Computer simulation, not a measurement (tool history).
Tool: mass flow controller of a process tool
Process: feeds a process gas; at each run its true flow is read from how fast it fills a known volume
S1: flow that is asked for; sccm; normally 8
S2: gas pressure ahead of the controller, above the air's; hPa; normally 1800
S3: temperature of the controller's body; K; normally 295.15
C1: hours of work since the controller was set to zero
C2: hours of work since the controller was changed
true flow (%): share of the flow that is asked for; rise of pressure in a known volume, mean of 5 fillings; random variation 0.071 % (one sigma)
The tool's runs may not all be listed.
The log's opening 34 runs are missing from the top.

Run 35, hour 8526.4: usual settings but S3 307.15 K; C1 1568; C2 9564. Result: true flow (%) 98.17.
Run 36, hour 8862.1: usual settings but S3 307.15 K; C1 1721; C2 9717. Result: true flow (%) 98.01.
Run 37, hour 9064.2: usual settings but S2 1820 hPa, S3 303.15 K; C1 1813; C2 9809. Result: true flow (%) 98.32.
Run 38, hour 9301.7: usual settings but S1 3 sccm; C1 1921; C2 9917. Result: true flow (%) 98.48.
Run 39, hour 9444.9: usual settings but S1 2 sccm, S2 1500 hPa, S3 297.15 K; C1 1987; C2 9983. Result: true flow (%) 98.08.
Run 40, hour 9599.5: usual settings but S1 3 sccm; C1 2057; C2 10053. Result: true flow (%) 98.35.
Run 41, hour 9922.6: usual settings but S2 2540 hPa, S3 301.15 K; C1 2204; C2 10200. Result: true flow (%) 98.14.
Run 42, hour 10075.6: usual settings but S1 2 sccm; C1 2274; C2 10270. Result: true flow (%) 97.99.
Run 43, hour 10390.1: usual settings but S3 299.15 K; C1 2417; C2 10413. Result: true flow (%) 98.14.
Run 44, hour 10560.3: usual settings but S1 3 sccm, S2 2280 hPa; C1 2494; C2 10491. Result: true flow (%) 98.05.
Run 45, hour 10888.1: usual settings but S1 16 sccm, S2 2040 hPa, S3 293.15 K; C1 2644; C2 10640. Result: true flow (%) 98.6.
Run 46, hour 11226.4: usual settings but S1 16 sccm, S2 2040 hPa, S3 293.15 K; C1 2798; C2 10794. Result: true flow (%) 98.54.
Run 47, hour 11476.4: usual settings but S1 5 sccm, S2 2110 hPa, S3 293.15 K; C1 2912; C2 10908. Result: true flow (%) 97.85.
Run 48, hour 11790.2: usual settings but S1 5 sccm; C1 3055; C2 11051. Result: true flow (%) 97.61.

4 ways to go on from here, each from the tool as it stands after run 48. What would each give?
Run A, hour 11942.7: usual settings but S1 15 sccm, S2 1640 hPa, S3 306.15 K; C1 3124; C2 11120. Result: true flow (%) ?.
Run B, hour 11942.7: usual settings but S1 16 sccm, S2 2480 hPa, S3 294.15 K; C1 3124; C2 11120. Result: true flow (%) ?.
Run C, hour 11942.7: usual settings but S1 5 sccm, S3 305.15 K; C1 3124; C2 11120. Result: true flow (%) ?.
Run D, hour 11942.7: usual settings but S1 5 sccm, S2 1720 hPa; C1 3124; C2 11120. Result: true flow (%) ?.

run  true flow (%)
  A          97.35
  B          98.35
  C          96.94
  D          97.61
Had the tool no hidden state, the same runs would have come out as:
run  true flow (%)
  A          99.15
  B         100.16
  C          98.73
  D          99.42
